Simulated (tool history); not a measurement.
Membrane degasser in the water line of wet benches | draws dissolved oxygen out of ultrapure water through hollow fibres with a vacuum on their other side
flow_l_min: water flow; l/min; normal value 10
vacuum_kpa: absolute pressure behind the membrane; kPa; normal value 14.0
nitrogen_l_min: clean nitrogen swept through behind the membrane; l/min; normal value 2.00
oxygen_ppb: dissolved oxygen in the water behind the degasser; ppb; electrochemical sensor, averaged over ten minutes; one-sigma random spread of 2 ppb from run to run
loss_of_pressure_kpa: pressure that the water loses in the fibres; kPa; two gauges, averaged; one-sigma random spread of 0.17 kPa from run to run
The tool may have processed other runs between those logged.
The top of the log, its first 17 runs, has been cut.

{"run": 18, "hour": 805.9, "flow_l_min": 8, "vacuum_kpa": 29.8, "nitrogen_l_min": 1.32, "oxygen_ppb": 426.5, "loss_of_pressure_kpa": 21.0}
{"hour": 821.5, "done": "seals of the vacuum lines changed"}
{"run": 19, "hour": 849.8, "flow_l_min": 11, "vacuum_kpa": 24.1, "nitrogen_l_min": 0.9, "oxygen_ppb": 653.1, "loss_of_pressure_kpa": 28.81}
{"run": 20, "hour": 878.4, "flow_l_min": 9, "vacuum_kpa": 14.0, "nitrogen_l_min": 5.62, "oxygen_ppb": 102.6, "loss_of_pressure_kpa": 23.68}
{"run": 21, "hour": 908.8, "flow_l_min": 6, "vacuum_kpa": 14.0, "nitrogen_l_min": 1.47, "oxygen_ppb": 130.1, "loss_of_pressure_kpa": 15.57}
{"run": 22, "hour": 937.8, "flow_l_min": 6, "vacuum_kpa": 15.4, "nitrogen_l_min": 1.47, "oxygen_ppb": 147.4, "loss_of_pressure_kpa": 15.66}
{"run": 23, "hour": 977.2, "flow_l_min": 6, "vacuum_kpa": 14.2, "nitrogen_l_min": 1.47, "oxygen_ppb": 135.7, "loss_of_pressure_kpa": 15.85}
{"run": 24, "hour": 1016.9, "flow_l_min": 6, "vacuum_kpa": 14.2, "nitrogen_l_min": 1.47, "oxygen_ppb": 135.7, "loss_of_pressure_kpa": 15.58}
{"run": 25, "hour": 1085.8, "flow_l_min": 10, "vacuum_kpa": 12.5, "nitrogen_l_min": 1.4, "oxygen_ppb": 230.1, "loss_of_pressure_kpa": 26.18}
{"run": 26, "hour": 1116.0, "flow_l_min": 7, "vacuum_kpa": 10.6, "nitrogen_l_min": 1.0, "oxygen_ppb": 158.6, "loss_of_pressure_kpa": 18.44}
{"run": 27, "hour": 1153.5, "flow_l_min": 7, "vacuum_kpa": 10.6, "nitrogen_l_min": 1.0, "oxygen_ppb": 157.8, "loss_of_pressure_kpa": 18.26}
{"run": 28, "hour": 1192.0, "flow_l_min": 7, "vacuum_kpa": 10.6, "nitrogen_l_min": 1.0, "oxygen_ppb": 158.9, "loss_of_pressure_kpa": 18.55}
{"run": 29, "hour": 1237.5, "flow_l_min": 7, "vacuum_kpa": 10.6, "nitrogen_l_min": 1.0, "oxygen_ppb": 159.7, "loss_of_pressure_kpa": 18.41}
{"run": 30, "hour": 1297.4, "flow_l_min": 7, "vacuum_kpa": 25.2, "nitrogen_l_min": 1.0, "oxygen_ppb": 391.6, "loss_of_pressure_kpa": 18.55}
{"run": 31, "hour": 1336.4, "flow_l_min": 6, "vacuum_kpa": 25.2, "nitrogen_l_min": 2.84, "oxygen_ppb": 139.1, "loss_of_pressure_kpa": 15.84}
{"run": 32, "hour": 1382.1, "flow_l_min": 14, "vacuum_kpa": 23.2, "nitrogen_l_min": 1.38, "oxygen_ppb": 584.4, "loss_of_pressure_kpa": 36.6}

Consider 3 possible next runs. They are alternatives, not a sequence: every one starts from the tool as it was left by run 32. What does each give?
{"run": "A", "hour": 1439.0, "flow_l_min": 9, "vacuum_kpa": 18.5, "nitrogen_l_min": 1.29, "oxygen_ppb": "?", "loss_of_pressure_kpa": "?"}
{"run": "B", "hour": 1439.0, "flow_l_min": 10, "vacuum_kpa": 10.8, "nitrogen_l_min": 1.9, "oxygen_ppb": "?", "loss_of_pressure_kpa": "?"}
{"run": "C", "hour": 1439.0, "flow_l_min": 10, "vacuum_kpa": 14.5, "nitrogen_l_min": 2.0, "oxygen_ppb": "?", "loss_of_pressure_kpa": "?"}

run=A oxygen_ppb=311.2 loss_of_pressure_kpa=23.54
run=B oxygen_ppb=169.8 loss_of_pressure_kpa=26.39
run=C oxygen_ppb=211.2 loss_of_pressure_kpa=26.26
With no hidden state in the tool, these same runs would have given:
run=A oxygen_ppb=303.8 loss_of_pressure_kpa=23.06
run=B oxygen_ppb=161.7 loss_of_pressure_kpa=25.86
run=C oxygen_ppb=203.1 loss_of_pressure_kpa=25.73

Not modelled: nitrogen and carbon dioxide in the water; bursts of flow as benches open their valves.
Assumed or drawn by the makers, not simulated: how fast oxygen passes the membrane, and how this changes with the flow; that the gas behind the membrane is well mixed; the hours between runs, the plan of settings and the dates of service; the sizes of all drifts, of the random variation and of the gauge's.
